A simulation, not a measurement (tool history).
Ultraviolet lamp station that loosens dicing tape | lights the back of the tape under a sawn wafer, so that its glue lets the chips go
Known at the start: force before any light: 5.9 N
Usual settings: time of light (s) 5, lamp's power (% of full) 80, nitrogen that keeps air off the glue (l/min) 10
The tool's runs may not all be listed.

run	hour	time of light (s)	lamp's power (% of full)	nitrogen that keeps air off the glue (l/min)	force that peels the tape off (N)	light that reached the tape (mJ/cm2)
1	0.0	5	80	10	0.329	457
2	8.8	5	64	10	0.482	365
3	25.9	5	64	10	0.498	366
4	40.0	5	69	10	0.425	388
5	53.0	5	90	10	0.308	505
6	63.6	5	90	10	0.297	496
7	71.4	5	90	10	0.283	497
8	88.6	5	90	10	0.302	499
9	102.6	5	90	10	0.310	501
10	113.0	5	90	10	0.305	493
11	126.2	5	90	10	0.313	493
12	135.4	5	90	10	0.322	491
13	150.6	5	90	7	0.354	489
14	158.5	5	90	7	0.363	481
15	167.3	3	90	4	1.124	293
16	177.3	2	78	10	1.537	170
17	192.0	3	78	3	1.516	247
18	209.7	9	65	7	0.259	629
19	223.3	10	71	7	0.244	747
20	241.3	5	95	6	0.377	505
21	252.4	5	95	6	0.369	497
22	270.1	4	80	18	0.416	333
23	287.5	4	80	18	0.437	339
24	302.6	5	61	10	0.598	312
25	311.9	5	62	20	0.448	318

3 ways to go on from here, each from the tool as it stands after run 25. What would each give?
A	324.7	9	62	6	?	?
B	324.7	3	97	8	?	?
C	324.7	5	62	3	?	?

run	force that peels the tape off (N)	light that reached the tape (mJ/cm2)
A	0.301	579
B	0.740	300
C	1.114	318
Without the tool's hidden state the same runs would have given:
run	force that peels the tape off (N)	light that reached the tape (mJ/cm2)
A	0.255	691
B	0.548	358
C	0.845	380
